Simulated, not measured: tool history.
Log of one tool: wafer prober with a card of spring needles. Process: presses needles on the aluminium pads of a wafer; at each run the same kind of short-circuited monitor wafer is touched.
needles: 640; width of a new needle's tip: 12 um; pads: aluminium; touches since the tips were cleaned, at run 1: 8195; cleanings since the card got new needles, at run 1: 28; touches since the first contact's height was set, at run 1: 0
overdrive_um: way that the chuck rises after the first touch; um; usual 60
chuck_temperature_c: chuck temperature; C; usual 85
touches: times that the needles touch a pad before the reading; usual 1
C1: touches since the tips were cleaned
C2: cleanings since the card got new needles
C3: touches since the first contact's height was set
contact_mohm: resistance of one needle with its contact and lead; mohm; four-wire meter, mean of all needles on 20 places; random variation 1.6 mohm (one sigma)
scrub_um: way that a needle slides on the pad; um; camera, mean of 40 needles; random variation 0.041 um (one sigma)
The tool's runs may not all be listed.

run 1 hour=0 | overdrive_um=60 chuck_temperature_c=85 touches=1 | C1=8195 C2=28 C3=0 | contact_mohm=194 scrub_um=12.76
-- hour=3.8 tips cleaned on abrasive film
-- hour=33 tips cleaned on abrasive film
-- hour=58.9 tips cleaned on abrasive film
run 2 hour=63.9 | overdrive_um=60 chuck_temperature_c=32 touches=1 | C1=1710 C2=31 C3=21528 | contact_mohm=166 scrub_um=12.75
-- hour=87.3 tips cleaned on abrasive film
run 3 hour=99.3 | overdrive_um=60 chuck_temperature_c=32 touches=1 | C1=4034 C2=32 C3=33453 | contact_mohm=175 scrub_um=12.68
-- hour=115.3 tips cleaned on abrasive film
-- hour=144.2 tips cleaned on abrasive film
run 4 hour=146.4 | overdrive_um=48 chuck_temperature_c=85 touches=1 | C1=749 C2=34 C3=49349 | contact_mohm=176 scrub_um=10.1
-- hour=170.2 tips cleaned on abrasive film
-- hour=197.9 tips cleaned on abrasive film
run 5 hour=206.2 | overdrive_um=48 chuck_temperature_c=32 touches=1 | C1=2824 C2=36 C3=69516 | contact_mohm=180 scrub_um=10.09
-- hour=222.6 tips cleaned on abrasive film
-- hour=250.6 tips cleaned on abrasive film
run 6 hour=256.4 | overdrive_um=48 chuck_temperature_c=32 touches=1 | C1=1986 C2=38 C3=86439 | contact_mohm=183 scrub_um=10
-- hour=277.3 tips cleaned on abrasive film
-- hour=302.2 tips cleaned on abrasive film
run 7 hour=305.8 | overdrive_um=48 chuck_temperature_c=32 touches=1 | C1=1204 C2=40 C3=103071 | contact_mohm=170 scrub_um=10.02
-- hour=331 tips cleaned on abrasive film
run 8 hour=342.7 | overdrive_um=48 chuck_temperature_c=56 touches=1 | C1=3947 C2=41 C3=115525 | contact_mohm=190 scrub_um=10.1
-- hour=357.7 tips cleaned on abrasive film
-- hour=384.9 tips cleaned on abrasive film
run 9 hour=393.1 | overdrive_um=60 chuck_temperature_c=85 touches=1 | C1=2780 C2=43 C3=132512 | contact_mohm=180 scrub_um=12.57
-- hour=412.2 tips cleaned on abrasive film
run 10 hour=424.7 | overdrive_um=60 chuck_temperature_c=85 touches=1 | C1=4255 C2=44 C3=143179 | contact_mohm=183 scrub_um=12.52
-- hour=438.2 tips cleaned on abrasive film
-- hour=464.2 tips cleaned on abrasive film
run 11 hour=480.3 | overdrive_um=60 chuck_temperature_c=85 touches=1 | C1=5450 C2=46 C3=161915 | contact_mohm=190 scrub_um=12.49
-- hour=490.1 tips cleaned on abrasive film
-- hour=516.4 tips cleaned on abrasive film
run 12 hour=540.4 | overdrive_um=60 chuck_temperature_c=80 touches=1 | C1=8126 C2=48 C3=182199 | contact_mohm=194 scrub_um=12.49
-- hour=546.6 tips cleaned on abrasive film
-- hour=574.7 tips cleaned on abrasive film
run 13 hour=597.1 | overdrive_um=59 chuck_temperature_c=85 touches=1 | C1=7576 C2=50 C3=201287 | contact_mohm=196 scrub_um=12.23
-- hour=603.3 tips cleaned on abrasive film
-- hour=627.8 tips cleaned on abrasive film
run 14 hour=629.5 | overdrive_um=59 chuck_temperature_c=85 touches=1 | C1=564 C2=52 C3=212202 | contact_mohm=166 scrub_um=12.21
-- hour=653.7 tips cleaned on abrasive film
-- hour=679.3 tips cleaned on abrasive film
run 15 hour=692.4 | overdrive_um=59 chuck_temperature_c=85 touches=1 | C1=4436 C2=54 C3=233410 | contact_mohm=189 scrub_um=12.14
-- hour=706.3 tips cleaned on abrasive film
-- hour=724.7 height of the first contact set anew
run 16 hour=727.3 | overdrive_um=59 chuck_temperature_c=85 touches=1 | C1=7015 C2=55 C3=881 | contact_mohm=194 scrub_um=12.03
-- hour=731.8 tips cleaned on abrasive film
-- hour=760.4 tips cleaned on abrasive film
run 17 hour=780.1 | overdrive_um=59 chuck_temperature_c=85 touches=1 | C1=6662 C2=57 C3=18677 | contact_mohm=192 scrub_um=11.94
-- hour=785.2 tips cleaned on abrasive film
-- hour=811 tips cleaned on abrasive film
run 18 hour=811 | overdrive_um=62 chuck_temperature_c=78 touches=1 | C1=0 C2=59 C3=29039 | contact_mohm=163 scrub_um=12.57
-- hour=838.5 tips cleaned on abrasive film
-- hour=863.7 tips cleaned on abrasive film
run 19 hour=879.4 | overdrive_um=62 chuck_temperature_c=55 touches=1 | C1=5310 C2=61 C3=52122 | contact_mohm=187 scrub_um=12.59
-- hour=884 height of the first contact set anew, once more
-- hour=892.6 tips cleaned on abrasive film
-- hour=920.4 tips cleaned on abrasive film
run 20 hour=937.2 | overdrive_um=62 chuck_temperature_c=55 touches=1 | C1=5678 C2=63 C3=17933 | contact_mohm=184 scrub_um=13.14
-- hour=950.9 tips cleaned on abrasive film
-- hour=976.9 tips cleaned on abrasive film
run 21 hour=999.2 | overdrive_um=75 chuck_temperature_c=38 touches=1 | C1=7574 C2=65 C3=38855 | contact_mohm=176 scrub_um=15.91
-- hour=1003.4 tips cleaned on abrasive film
-- hour=1028.4 tips cleaned on abrasive film
-- hour=1052.9 tips cleaned on abrasive film
run 22 hour=1052.9 | overdrive_um=75 chuck_temperature_c=38 touches=1 | C1=0 C2=68 C3=56905 | contact_mohm=151 scrub_um=15.89
-- hour=1077.7 tips cleaned on abrasive film
run 23 hour=1094.8 | overdrive_um=78 chuck_temperature_c=100 touches=1 | C1=5791 C2=69 C3=71047 | contact_mohm=182 scrub_um=16.45
-- hour=1103.2 tips cleaned on abrasive film
-- hour=1132.1 tips cleaned on abrasive film
run 24 hour=1153.8 | overdrive_um=60 chuck_temperature_c=42 touches=2 | C1=7343 C2=71 C3=90950 | contact_mohm=173 scrub_um=12.56
-- hour=1158.4 tips cleaned on abrasive film
-- hour=1184.9 tips cleaned on abrasive film
-- hour=1211.8 tips cleaned on abrasive film
run 25 hour=1224.3 | overdrive_um=60 chuck_temperature_c=42 touches=2 | C1=4230 C2=74 C3=114711 | contact_mohm=171 scrub_um=12.57
-- hour=1239.5 tips cleaned on abrasive film
-- hour=1267.2 tips cleaned on abrasive film
-- hour=1292.6 tips cleaned on abrasive film
run 26 hour=1296.2 | overdrive_um=42 chuck_temperature_c=42 touches=2 | C1=1213 C2=77 C3=138925 | contact_mohm=175 scrub_um=8.69
-- hour=1319.6 tips cleaned on abrasive film
-- hour=1347.3 tips cleaned on abrasive film
run 27 hour=1356.5 | overdrive_um=60 chuck_temperature_c=63 touches=1 | C1=3119 C2=79 C3=159284 | contact_mohm=180 scrub_um=12.47
-- hour=1375.2 tips cleaned on abrasive film
-- hour=1403.1 tips cleaned on abrasive film
run 28 hour=1419 | overdrive_um=60 chuck_temperature_c=63 touches=1 | C1=5357 C2=81 C3=180339 | contact_mohm=192 scrub_um=12.49
-- hour=1430.5 tips cleaned on abrasive film
-- hour=1457.9 tips cleaned on abrasive film
run 29 hour=1470.1 | overdrive_um=60 chuck_temperature_c=55 touches=1 | C1=4155 C2=83 C3=197588 | contact_mohm=187 scrub_um=12.42

4 ways to go on from here, each from the tool as it stands after run 29. What would each give?
-- hour=1483.8 tips cleaned on abrasive film
-- hour=1513.1 tips cleaned on abrasive film
-- hour=1542.8 tips cleaned on abrasive film
run A hour=1544 | overdrive_um=55 chuck_temperature_c=25 touches=1 | C1=394 C2=86 C3=222479 | contact_mohm=? scrub_um=?
-- hour=1483.8 tips cleaned on abrasive film
-- hour=1513.1 tips cleaned on abrasive film
-- hour=1542.8 tips cleaned on abrasive film
run B hour=1544 | overdrive_um=60 chuck_temperature_c=41 touches=2 | C1=394 C2=86 C3=222479 | contact_mohm=? scrub_um=?
-- hour=1483.8 tips cleaned on abrasive film
-- hour=1513.1 tips cleaned on abrasive film
-- hour=1542.8 tips cleaned on abrasive film
run C hour=1544 | overdrive_um=42 chuck_temperature_c=85 touches=1 | C1=394 C2=86 C3=222479 | contact_mohm=? scrub_um=?
-- hour=1483.8 tips cleaned on abrasive film
-- hour=1513.1 tips cleaned on abrasive film
-- hour=1542.8 tips cleaned on abrasive film
run D hour=1544 | overdrive_um=44 chuck_temperature_c=101 touches=1 | C1=394 C2=86 C3=222479 | contact_mohm=? scrub_um=?

run=A contact_mohm=163 scrub_um=11.39
run=B contact_mohm=163 scrub_um=12.39
run=C contact_mohm=181 scrub_um=8.6
run=D contact_mohm=182 scrub_um=8.96
Without the tool's hidden state the same runs would have given:
run=A contact_mohm=151 scrub_um=11.79
run=B contact_mohm=157 scrub_um=12.79
run=C contact_mohm=165 scrub_um=9
run=D contact_mohm=166 scrub_um=9.36
